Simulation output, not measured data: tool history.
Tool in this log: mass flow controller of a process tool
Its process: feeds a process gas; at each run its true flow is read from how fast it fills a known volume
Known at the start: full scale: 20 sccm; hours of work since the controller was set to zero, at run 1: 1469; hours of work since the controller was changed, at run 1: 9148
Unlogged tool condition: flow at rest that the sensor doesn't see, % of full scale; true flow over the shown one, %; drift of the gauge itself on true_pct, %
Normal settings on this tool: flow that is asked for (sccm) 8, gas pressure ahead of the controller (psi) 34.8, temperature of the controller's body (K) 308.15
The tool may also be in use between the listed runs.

run,hour,flow that is asked for (sccm),gas pressure ahead of the controller (psi),temperature of the controller's body (K),hours of work since the controller was set to zero,hours of work since the controller was changed,true flow (%)
1,0,8,34.8,308.15,1469,9148,98.74
2,129.4,8,34.8,308.15,1569,9248,98.55
3,281.4,8,34.8,308.15,1687,9365,98.77
4,500,8,34.8,308.15,1856,9535,98.66
5,719,8,23.8,308.15,2026,9704,98.83
6,850.2,8,34.8,308.15,2128,9806,98.51
7,1056.9,8,34.8,308.15,2288,9966,98.6
8,1242.1,14,34.8,308.15,2431,10109,99.38
9,1398.6,14,34.8,308.15,2552,10231,99.56
10,1567.4,14,26.7,308.15,2683,10361,99.8
11,1687.8,14,26.7,308.15,2776,10455,99.64
12,1954.6,14,26.7,308.15,2983,10661,99.62
13,2107.9,4,34.8,308.15,3102,10780,97.09
# hour 2131.8: controller exchanged for a calibrated one
14,2395.6,8,34.8,306.15,204,204,98.05
15,2644.9,8,30.7,308.15,397,397,98.09
16,2787.5,8,34.8,302.15,508,508,98.16
17,3062.5,8,34.8,302.15,721,721,98.1
18,3253.8,8,34.8,302.15,869,869,97.9
19,3489.2,8,34.8,302.15,1051,1051,98
20,3662.3,8,34.8,302.15,1185,1185,98.03
21,3850,8,26.8,308.15,1331,1331,98.02
22,4082.5,8,40,296.15,1511,1511,98.07
23,4262,8,40,296.15,1650,1650,98.04
24,4383.1,8,40,296.15,1743,1743,97.84
25,4585.4,3,34.8,308.15,1900,1900,96.16
26,4748.3,11,34.8,299.15,2026,2026,98.46
27,4893.3,11,34.8,299.15,2138,2138,98.55
28,5163.7,13,32.5,304.15,2348,2348,98.51
29,5359.7,13,32.5,304.15,2500,2500,98.52
30,5480.8,2,33.5,301.15,2593,2593,94.66
31,5661,2,21.5,308.15,2733,2733,94.72
32,5841.5,8,34.8,300.15,2873,2873,97.87
33,6015.3,3,29.3,298.15,3007,3007,96
34,6178.7,2,34.8,296.15,3134,3134,94.4
35,6323.5,2,34.8,296.15,3246,3246,94.24
36,6597.3,8,34.8,306.15,3458,3458,97.5
37,6860.5,8,34.8,306.15,3662,3662,97.46
38,7137.6,10,21.3,306.15,3876,3876,98.3
39,7398.6,10,22.3,294.15,4079,4079,98.56

What if the next run were any one of these 5? Each begins from the tool's condition after run 39:
A,7530.6,8,22,297.15,4181,4181,?
B,7530.6,5,26.5,313.15,4181,4181,?
C,7530.6,10,34.4,294.15,4181,4181,?
D,7530.6,3,24.4,293.15,4181,4181,?
E,7530.6,8,30,310.15,4181,4181,?

run,true flow (%)
A,98.24
B,96.25
C,98.31
D,95.65
E,97.22
Take away the tool's hidden state, keep each run's random variation, and the runs would have read:
run,true flow (%)
A,99.16
B,97.93
C,98.98
D,98.68
E,98.15
